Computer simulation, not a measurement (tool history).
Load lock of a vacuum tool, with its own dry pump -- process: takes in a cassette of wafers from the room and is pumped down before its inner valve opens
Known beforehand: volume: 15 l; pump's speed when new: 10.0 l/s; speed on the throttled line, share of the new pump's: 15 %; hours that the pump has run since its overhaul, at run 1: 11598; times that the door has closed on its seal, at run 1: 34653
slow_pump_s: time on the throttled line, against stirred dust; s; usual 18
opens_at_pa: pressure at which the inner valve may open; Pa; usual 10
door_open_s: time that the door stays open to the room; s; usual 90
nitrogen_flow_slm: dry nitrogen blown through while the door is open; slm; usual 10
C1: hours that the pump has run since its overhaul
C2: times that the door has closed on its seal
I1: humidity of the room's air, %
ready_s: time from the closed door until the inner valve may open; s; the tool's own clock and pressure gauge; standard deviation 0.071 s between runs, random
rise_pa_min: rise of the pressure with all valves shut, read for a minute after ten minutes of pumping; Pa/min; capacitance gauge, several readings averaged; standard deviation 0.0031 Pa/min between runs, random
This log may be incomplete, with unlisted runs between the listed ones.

{"run": 1, "hour": 0.0, "slow_pump_s": 18, "opens_at_pa": 10, "door_open_s": 90, "nitrogen_flow_slm": 10, "C1": 11598, "C2": 34653, "I1": 43.3, "ready_s": 30.5, "rise_pa_min": 0.152}
{"run": 2, "hour": 350.6, "slow_pump_s": 18, "opens_at_pa": 10, "door_open_s": 90, "nitrogen_flow_slm": 10, "C1": 11949, "C2": 35919, "I1": 47, "ready_s": 30.62, "rise_pa_min": 0.161}
{"run": 3, "hour": 668.2, "slow_pump_s": 18, "opens_at_pa": 10, "door_open_s": 90, "nitrogen_flow_slm": 10, "C1": 12266, "C2": 37066, "I1": 41.2, "ready_s": 30.49, "rise_pa_min": 0.153}
{"run": 4, "hour": 1095.4, "slow_pump_s": 18, "opens_at_pa": 10, "door_open_s": 38, "nitrogen_flow_slm": 10, "C1": 12693, "C2": 38608, "I1": 43.7, "ready_s": 30.58, "rise_pa_min": 0.152}
{"run": 5, "hour": 1361.0, "slow_pump_s": 18, "opens_at_pa": 10, "door_open_s": 38, "nitrogen_flow_slm": 10, "C1": 12959, "C2": 39567, "I1": 43.5, "ready_s": 30.8, "rise_pa_min": 0.156}
{"hour": 1633.3, "done": "dry pump taken out, an overhauled one fitted"}
{"run": 6, "hour": 1641.5, "slow_pump_s": 18, "opens_at_pa": 10, "door_open_s": 38, "nitrogen_flow_slm": 10, "C1": 8, "C2": 40559, "I1": 47.1, "ready_s": 29.16, "rise_pa_min": 0.166}
{"run": 7, "hour": 1857.2, "slow_pump_s": 18, "opens_at_pa": 10, "door_open_s": 38, "nitrogen_flow_slm": 10, "C1": 224, "C2": 41337, "I1": 46, "ready_s": 29.13, "rise_pa_min": 0.159}
{"run": 8, "hour": 2324.7, "slow_pump_s": 18, "opens_at_pa": 10, "door_open_s": 90, "nitrogen_flow_slm": 7, "C1": 691, "C2": 43026, "I1": 45, "ready_s": 29.3, "rise_pa_min": 0.193}
{"run": 9, "hour": 2557.0, "slow_pump_s": 18, "opens_at_pa": 10, "door_open_s": 90, "nitrogen_flow_slm": 7, "C1": 924, "C2": 43864, "I1": 49.2, "ready_s": 29.45, "rise_pa_min": 0.199}
{"run": 10, "hour": 2806.7, "slow_pump_s": 18, "opens_at_pa": 10, "door_open_s": 90, "nitrogen_flow_slm": 7, "C1": 1173, "C2": 44766, "I1": 45.4, "ready_s": 29.3, "rise_pa_min": 0.205}
{"run": 11, "hour": 3040.0, "slow_pump_s": 18, "opens_at_pa": 10, "door_open_s": 90, "nitrogen_flow_slm": 7, "C1": 1407, "C2": 45608, "I1": 43.6, "ready_s": 29.33, "rise_pa_min": 0.205}
{"run": 12, "hour": 3421.5, "slow_pump_s": 18, "opens_at_pa": 10, "door_open_s": 90, "nitrogen_flow_slm": 10, "C1": 1788, "C2": 46986, "I1": 44.2, "ready_s": 29.42, "rise_pa_min": 0.21}
{"run": 13, "hour": 3815.0, "slow_pump_s": 18, "opens_at_pa": 10, "door_open_s": 90, "nitrogen_flow_slm": 10, "C1": 2182, "C2": 48407, "I1": 44, "ready_s": 29.34, "rise_pa_min": 0.227}
{"run": 14, "hour": 4250.9, "slow_pump_s": 18, "opens_at_pa": 10, "door_open_s": 206, "nitrogen_flow_slm": 10, "C1": 2618, "C2": 49981, "I1": 45, "ready_s": 29.4, "rise_pa_min": 0.262}
{"run": 15, "hour": 4735.3, "slow_pump_s": 18, "opens_at_pa": 10, "door_open_s": 90, "nitrogen_flow_slm": 10, "C1": 3102, "C2": 51730, "I1": 47.1, "ready_s": 29.63, "rise_pa_min": 0.247}
{"run": 16, "hour": 5089.6, "slow_pump_s": 18, "opens_at_pa": 10, "door_open_s": 90, "nitrogen_flow_slm": 10, "C1": 3456, "C2": 53009, "I1": 48.3, "ready_s": 29.64, "rise_pa_min": 0.251}
{"run": 17, "hour": 5558.8, "slow_pump_s": 18, "opens_at_pa": 10, "door_open_s": 90, "nitrogen_flow_slm": 10, "C1": 3925, "C2": 54703, "I1": 44.2, "ready_s": 29.69, "rise_pa_min": 0.259}
{"run": 18, "hour": 6072.0, "slow_pump_s": 18, "opens_at_pa": 10, "door_open_s": 90, "nitrogen_flow_slm": 10, "C1": 4439, "C2": 56556, "I1": 43.9, "ready_s": 29.6, "rise_pa_min": 0.276}
{"run": 19, "hour": 6414.1, "slow_pump_s": 18, "opens_at_pa": 10, "door_open_s": 90, "nitrogen_flow_slm": 10, "C1": 4781, "C2": 57792, "I1": 50.7, "ready_s": 29.63, "rise_pa_min": 0.283}
{"run": 20, "hour": 6739.0, "slow_pump_s": 28, "opens_at_pa": 10, "door_open_s": 90, "nitrogen_flow_slm": 10, "C1": 5106, "C2": 58965, "I1": 44.3, "ready_s": 38.16, "rise_pa_min": 0.284}
{"run": 21, "hour": 6985.2, "slow_pump_s": 25, "opens_at_pa": 10, "door_open_s": 41, "nitrogen_flow_slm": 10, "C1": 5352, "C2": 59854, "I1": 46.2, "ready_s": 35.64, "rise_pa_min": 0.272}
{"run": 22, "hour": 7220.6, "slow_pump_s": 25, "opens_at_pa": 10, "door_open_s": 41, "nitrogen_flow_slm": 7, "C1": 5587, "C2": 60704, "I1": 46.7, "ready_s": 35.75, "rise_pa_min": 0.286}
{"run": 23, "hour": 7743.0, "slow_pump_s": 34, "opens_at_pa": 10, "door_open_s": 90, "nitrogen_flow_slm": 10, "C1": 6110, "C2": 62590, "I1": 47.4, "ready_s": 43.33, "rise_pa_min": 0.31}
{"run": 24, "hour": 8018.9, "slow_pump_s": 13, "opens_at_pa": 10, "door_open_s": 26, "nitrogen_flow_slm": 10, "C1": 6386, "C2": 63586, "I1": 46.8, "ready_s": 25.7, "rise_pa_min": 0.294}
{"run": 25, "hour": 8325.3, "slow_pump_s": 13, "opens_at_pa": 10, "door_open_s": 26, "nitrogen_flow_slm": 10, "C1": 6692, "C2": 64692, "I1": 44, "ready_s": 25.73, "rise_pa_min": 0.309}
{"run": 26, "hour": 8561.7, "slow_pump_s": 24, "opens_at_pa": 13, "door_open_s": 90, "nitrogen_flow_slm": 10, "C1": 6928, "C2": 65546, "I1": 45.6, "ready_s": 34.49, "rise_pa_min": 0.339}
{"run": 27, "hour": 8849.2, "slow_pump_s": 24, "opens_at_pa": 13, "door_open_s": 90, "nitrogen_flow_slm": 10, "C1": 7216, "C2": 66584, "I1": 45.3, "ready_s": 34.49, "rise_pa_min": 0.332}
{"run": 28, "hour": 9217.1, "slow_pump_s": 18, "opens_at_pa": 15, "door_open_s": 126, "nitrogen_flow_slm": 10, "C1": 7584, "C2": 67913, "I1": 49.5, "ready_s": 29.31, "rise_pa_min": 0.36}
{"run": 29, "hour": 9525.0, "slow_pump_s": 18, "opens_at_pa": 10, "door_open_s": 65, "nitrogen_flow_slm": 6, "C1": 7892, "C2": 69024, "I1": 44.9, "ready_s": 30.02, "rise_pa_min": 0.347}
{"run": 30, "hour": 9761.4, "slow_pump_s": 18, "opens_at_pa": 10, "door_open_s": 65, "nitrogen_flow_slm": 6, "C1": 8128, "C2": 69878, "I1": 46.1, "ready_s": 30, "rise_pa_min": 0.361}
{"run": 31, "hour": 10066.0, "slow_pump_s": 18, "opens_at_pa": 10, "door_open_s": 94, "nitrogen_flow_slm": 6, "C1": 8433, "C2": 70978, "I1": 45.9, "ready_s": 30.02, "rise_pa_min": 0.372}
{"run": 32, "hour": 10500.4, "slow_pump_s": 18, "opens_at_pa": 10, "door_open_s": 39, "nitrogen_flow_slm": 10, "C1": 8867, "C2": 72546, "I1": 45.4, "ready_s": 30.05, "rise_pa_min": 0.366}
{"run": 33, "hour": 10716.9, "slow_pump_s": 22, "opens_at_pa": 14, "door_open_s": 97, "nitrogen_flow_slm": 9, "C1": 9084, "C2": 73328, "I1": 45.6, "ready_s": 32.89, "rise_pa_min": 0.387}
{"run": 34, "hour": 11124.9, "slow_pump_s": 22, "opens_at_pa": 13, "door_open_s": 125, "nitrogen_flow_slm": 9, "C1": 9492, "C2": 74801, "I1": 46.3, "ready_s": 33.05, "rise_pa_min": 0.412}
{"run": 35, "hour": 11460.8, "slow_pump_s": 36, "opens_at_pa": 10, "door_open_s": 90, "nitrogen_flow_slm": 10, "C1": 9827, "C2": 76014, "I1": 43.8, "ready_s": 45.32, "rise_pa_min": 0.414}
{"run": 36, "hour": 11736.9, "slow_pump_s": 36, "opens_at_pa": 10, "door_open_s": 90, "nitrogen_flow_slm": 10, "C1": 10104, "C2": 77011, "I1": 42.9, "ready_s": 45.19, "rise_pa_min": 0.414}
{"hour": 11956.1, "done": "door's seal changed, seat wiped"}
{"run": 37, "hour": 12027.1, "slow_pump_s": 18, "opens_at_pa": 10, "door_open_s": 27, "nitrogen_flow_slm": 10, "C1": 10392, "C2": 257, "I1": 44.9, "ready_s": 30.24, "rise_pa_min": 0.032}
{"run": 38, "hour": 12267.1, "slow_pump_s": 18, "opens_at_pa": 15, "door_open_s": 150, "nitrogen_flow_slm": 14, "C1": 10632, "C2": 1123, "I1": 45.1, "ready_s": 29.65, "rise_pa_min": 0.062}

What differs in the tool's unlogged condition from the final listed run ahead of each entry between runs to the first listed run following it?
Run 5 -> run 6: dry pump taken out, an overhauled one fitted (hour 1633.3)
  pump's speed, % of a new pump's: 88.3 -> 100.1; leak at the door's seal, Pa l/s: 0.0321 -> 0.0334
  the result without the hidden state subtracted from the measured one, ready_s: +1.49 -> -0.01 s; rise_pa_min: +0.119 -> +0.126 Pa/min
Run 36 -> run 37: door's seal changed, seat wiped (hour 11956.1)
  pump's speed, % of a new pump's: 91.6 -> 91.3; leak at the door's seal, Pa l/s: 0.093 -> 0.0024
  the result without the hidden state subtracted from the measured one, ready_s: +0.79 -> +1.07 s; rise_pa_min: +0.359 -> +0.002 Pa/min
